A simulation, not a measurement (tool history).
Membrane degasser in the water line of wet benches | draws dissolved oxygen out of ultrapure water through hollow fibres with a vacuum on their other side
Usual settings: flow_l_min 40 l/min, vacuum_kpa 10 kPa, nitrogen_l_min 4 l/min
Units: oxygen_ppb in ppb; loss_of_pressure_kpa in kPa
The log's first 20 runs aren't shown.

Run 21, day 151.612: usual settings but flow_l_min 34 l/min, vacuum_kpa 7.3 kPa, nitrogen_l_min 11.29 l/min. Result: oxygen_ppb 76 ppb, loss_of_pressure_kpa 34.26 kPa.
Run 22, day 157.992: usual settings but flow_l_min 59 l/min, vacuum_kpa 10.7 kPa, nitrogen_l_min 11.29 l/min. Result: oxygen_ppb 383.7 ppb, loss_of_pressure_kpa 59.73 kPa.
Run 23, day 167.95: usual settings but flow_l_min 41 l/min, vacuum_kpa 14.4 kPa, nitrogen_l_min 11.29 l/min. Result: oxygen_ppb 193.1 ppb, loss_of_pressure_kpa 41.22 kPa.
Run 24, day 173.117: usual settings but flow_l_min 41 l/min, vacuum_kpa 14.4 kPa, nitrogen_l_min 11.29 l/min. Result: oxygen_ppb 194.6 ppb, loss_of_pressure_kpa 41.42 kPa.
Run 25, day 181.729: usual settings but flow_l_min 25 l/min, vacuum_kpa 14.4 kPa, nitrogen_l_min 2.4 l/min. Result: oxygen_ppb 282.1 ppb, loss_of_pressure_kpa 25.36 kPa.
Run 26, day 192.388: usual settings but nitrogen_l_min 2.02 l/min. Result: oxygen_ppb 380.3 ppb, loss_of_pressure_kpa 40.61 kPa.
Run 27, day 200.404: usual settings but vacuum_kpa 21 kPa, nitrogen_l_min 1.9 l/min. Result: oxygen_ppb 840 ppb, loss_of_pressure_kpa 41.15 kPa.
Run 28, day 210.654: usual settings but flow_l_min 36 l/min, vacuum_kpa 21 kPa, nitrogen_l_min 1.9 l/min. Result: oxygen_ppb 763.4 ppb, loss_of_pressure_kpa 36.47 kPa.
Run 29, day 216.8: usual settings but flow_l_min 30 l/min, vacuum_kpa 21 kPa, nitrogen_l_min 9.09 l/min. Result: oxygen_ppb 173.3 ppb, loss_of_pressure_kpa 30.76 kPa.
Run 30, day 223.783: usual settings but flow_l_min 39 l/min, vacuum_kpa 14.8 kPa, nitrogen_l_min 5.53 l/min. Result: oxygen_ppb 275.8 ppb, loss_of_pressure_kpa 39.96 kPa.
Run 31, day 228.242: usual settings but flow_l_min 41 l/min, vacuum_kpa 6.7 kPa, nitrogen_l_min 2 l/min. Result: oxygen_ppb 259.3 ppb, loss_of_pressure_kpa 42.05 kPa.
Run 32, day 236.196: usual settings but vacuum_kpa 13.1 kPa. Result: oxygen_ppb 316.2 ppb, loss_of_pressure_kpa 41.32 kPa.
Run 33, day 243.862: usual settings but nitrogen_l_min 9 l/min. Result: oxygen_ppb 168.3 ppb, loss_of_pressure_kpa 40.89 kPa.

3 ways to go on from here, each from the tool as it stands after run 33. What would each give?
Run A, day 251.092: usual settings but flow_l_min 59 l/min, vacuum_kpa 7.8 kPa, nitrogen_l_min 2.94 l/min. Result: oxygen_ppb ?, loss_of_pressure_kpa ?.
Run B, day 251.092: usual settings but flow_l_min 38 l/min, vacuum_kpa 24.5 kPa, nitrogen_l_min 10.71 l/min. Result: oxygen_ppb ?, loss_of_pressure_kpa ?.
Run C, day 251.092: usual settings but flow_l_min 55 l/min, nitrogen_l_min 9.99 l/min. Result: oxygen_ppb ?, loss_of_pressure_kpa ?.

run  oxygen_ppb  loss_of_pressure_kpa
  A       502.6                 60.58
  B       264.2                 38.94
  C       336.6                 56.77
Without the tool's hidden state the same runs would have given:
run  oxygen_ppb  loss_of_pressure_kpa
  A       412.9                 54.79
  B       231.8                  35.2
  C       259.4                 51.36
